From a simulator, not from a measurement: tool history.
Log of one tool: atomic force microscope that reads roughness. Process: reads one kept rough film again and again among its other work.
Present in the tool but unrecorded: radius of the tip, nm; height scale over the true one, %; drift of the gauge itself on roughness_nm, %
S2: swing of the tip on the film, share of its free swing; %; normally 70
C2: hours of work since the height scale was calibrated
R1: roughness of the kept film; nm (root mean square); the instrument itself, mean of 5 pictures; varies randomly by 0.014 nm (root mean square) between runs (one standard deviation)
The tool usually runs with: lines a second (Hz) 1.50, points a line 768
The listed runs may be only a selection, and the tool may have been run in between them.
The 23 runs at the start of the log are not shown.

Run 24, hour 798.4: usual settings but lines a second (Hz) 1.14, S2 66 %; pictures with this tip 203; C2 48. Result: R1 3.249 nm (root mean square).
Run 25, hour 834.5: usual settings but lines a second (Hz) 0.84, S2 59 %, points a line 530; pictures with this tip 258; C2 71. Result: R1 3.259 nm (root mean square).
Run 26, hour 865.1: usual settings but lines a second (Hz) 0.84, S2 59 %, points a line 530; pictures with this tip 304; C2 90. Result: R1 3.224 nm (root mean square).
Run 27, hour 900.2: usual settings but lines a second (Hz) 0.84, S2 59 %, points a line 530; pictures with this tip 357; C2 112. Result: R1 3.211 nm (root mean square).
At hour 923.4: new tip fitted.
Run 28, hour 930.1: usual settings but points a line 570; pictures with this tip 10; C2 130. Result: R1 3.274 nm (root mean square).
Run 29, hour 956.4: usual settings but points a line 570; pictures with this tip 50; C2 146. Result: R1 3.248 nm (root mean square).
At hour 969.4: height scale calibrated on a step standard, once more.
Run 30, hour 981.9: usual settings but points a line 570; pictures with this tip 87; C2 8. Result: R1 3.189 nm (root mean square).
Run 31, hour 1025.3: usual settings but lines a second (Hz) 1.85, S2 84 %; pictures with this tip 153; C2 35. Result: R1 2.749 nm (root mean square).
Run 32, hour 1045.3: usual settings but lines a second (Hz) 1.85, S2 84 %; pictures with this tip 183; C2 47. Result: R1 2.749 nm (root mean square).
Run 33, hour 1079.5: usual settings but lines a second (Hz) 2.39, S2 84 %; pictures with this tip 235; C2 69. Result: R1 2.560 nm (root mean square).
Run 34, hour 1124.2: usual settings but lines a second (Hz) 2.39, S2 84 %; pictures with this tip 303; C2 97. Result: R1 2.489 nm (root mean square).
Run 35, hour 1165.3: usual settings but lines a second (Hz) 2.39, S2 84 %; pictures with this tip 365; C2 122. Result: R1 2.466 nm (root mean square).

Branching from run 35: 5 alternative next runs. What would each branch give?
At hour 1185.3: new tip fitted.
Run A, hour 1198.0: usual settings but lines a second (Hz) 2.71; pictures with this tip 19; C2 142. Result: R1 ?.
At hour 1185.3: new tip fitted.
Run B, hour 1198.0: usual settings but lines a second (Hz) 1.00, S2 84 %; pictures with this tip 19; C2 142. Result: R1 ?.
At hour 1185.3: new tip fitted.
Run C, hour 1198.0: usual settings but lines a second (Hz) 0.65; pictures with this tip 19; C2 142. Result: R1 ?.
At hour 1185.3: new tip fitted.
Run D, hour 1198.0: usual settings but points a line 626; pictures with this tip 19; C2 142. Result: R1 ?.
At hour 1185.3: new tip fitted.
Run E, hour 1198.0: usual settings but lines a second (Hz) 1.32; pictures with this tip 19; C2 142. Result: R1 ?.

run     R1
  A  3.020
  B  3.147
  C  3.428
  D  3.262
  E  3.283
Stripped of hidden state, with their random variation kept, the same runs would have yielded:
run     R1
  A  3.046
  B  3.174
  C  3.458
  D  3.291
  E  3.312

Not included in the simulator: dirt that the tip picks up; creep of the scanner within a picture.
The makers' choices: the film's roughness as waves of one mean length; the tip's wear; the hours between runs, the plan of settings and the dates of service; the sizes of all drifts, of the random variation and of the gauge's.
